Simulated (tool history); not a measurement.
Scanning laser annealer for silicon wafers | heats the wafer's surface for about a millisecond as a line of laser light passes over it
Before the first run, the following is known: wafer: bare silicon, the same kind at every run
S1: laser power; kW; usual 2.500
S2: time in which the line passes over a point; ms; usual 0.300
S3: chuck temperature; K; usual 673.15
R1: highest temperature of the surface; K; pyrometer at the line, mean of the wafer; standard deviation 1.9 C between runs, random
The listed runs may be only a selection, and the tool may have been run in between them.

Run 1, hour 0.0: usual settings. Result: R1 1408.15 K.
Run 2, hour 55.6: usual settings. Result: R1 1407.15 K.
Run 3, hour 89.6: usual settings. Result: R1 1407.15 K.
At hour 116.5: window over the wafer cleaned.
Run 4, hour 130.5: usual settings. Result: R1 1410.15 K.
Run 5, hour 171.9: usual settings. Result: R1 1409.15 K.
Run 6, hour 203.3: usual settings. Result: R1 1409.15 K.
Run 7, hour 247.4: usual settings. Result: R1 1408.15 K.
Run 8, hour 295.6: usual settings. Result: R1 1408.15 K.
Run 9, hour 340.4: usual settings. Result: R1 1409.15 K.
Run 10, hour 390.9: usual settings. Result: R1 1407.15 K.
Run 11, hour 445.6: usual settings but S2 0.313 ms, S3 689.15 K. Result: R1 1439.15 K.
Run 12, hour 473.7: usual settings but S2 0.299 ms. Result: R1 1409.15 K.
Run 13, hour 507.4: usual settings but S3 636.15 K. Result: R1 1372.15 K.
Run 14, hour 532.5: usual settings but S1 2.175 kW, S2 0.355 ms, S3 661.15 K. Result: R1 1328.15 K.
Run 15, hour 578.7: usual settings but S1 2.391 kW, S2 0.366 ms. Result: R1 1441.15 K.
Run 16, hour 613.8: usual settings but S1 2.391 kW, S2 0.366 ms. Result: R1 1443.15 K.
Run 17, hour 668.2: usual settings but S1 2.391 kW, S2 0.366 ms. Result: R1 1441.15 K.
Run 18, hour 713.7: usual settings but S1 2.618 kW, S2 0.225 ms, S3 706.15 K. Result: R1 1376.15 K.
Run 19, hour 736.8: usual settings but S1 2.437 kW, S2 0.358 ms, S3 642.15 K. Result: R1 1419.15 K.
Run 20, hour 791.5: usual settings but S1 2.630 kW, S2 0.296 ms, S3 651.15 K. Result: R1 1426.15 K.

Consider 3 possible next runs. They are alternatives, not a sequence: every one starts from the tool as it was left by run 20. What does each give?
Run A, hour 827.9: usual settings but S1 2.688 kW, S2 0.267 ms. Result: R1 ?.
Run B, hour 827.9: usual settings but S1 2.154 kW, S2 0.348 ms. Result: R1 ?.
Run C, hour 827.9: usual settings but S1 2.517 kW, S2 0.220 ms, S3 654.15 K. Result: R1 ?.

run       R1
  A  1432.15
  B  1329.15
  C  1288.15
With the hidden condition removed and each run's random variation left untouched, the same runs would have given:
run       R1
  A  1432.15
  B  1329.15
  C  1289.15

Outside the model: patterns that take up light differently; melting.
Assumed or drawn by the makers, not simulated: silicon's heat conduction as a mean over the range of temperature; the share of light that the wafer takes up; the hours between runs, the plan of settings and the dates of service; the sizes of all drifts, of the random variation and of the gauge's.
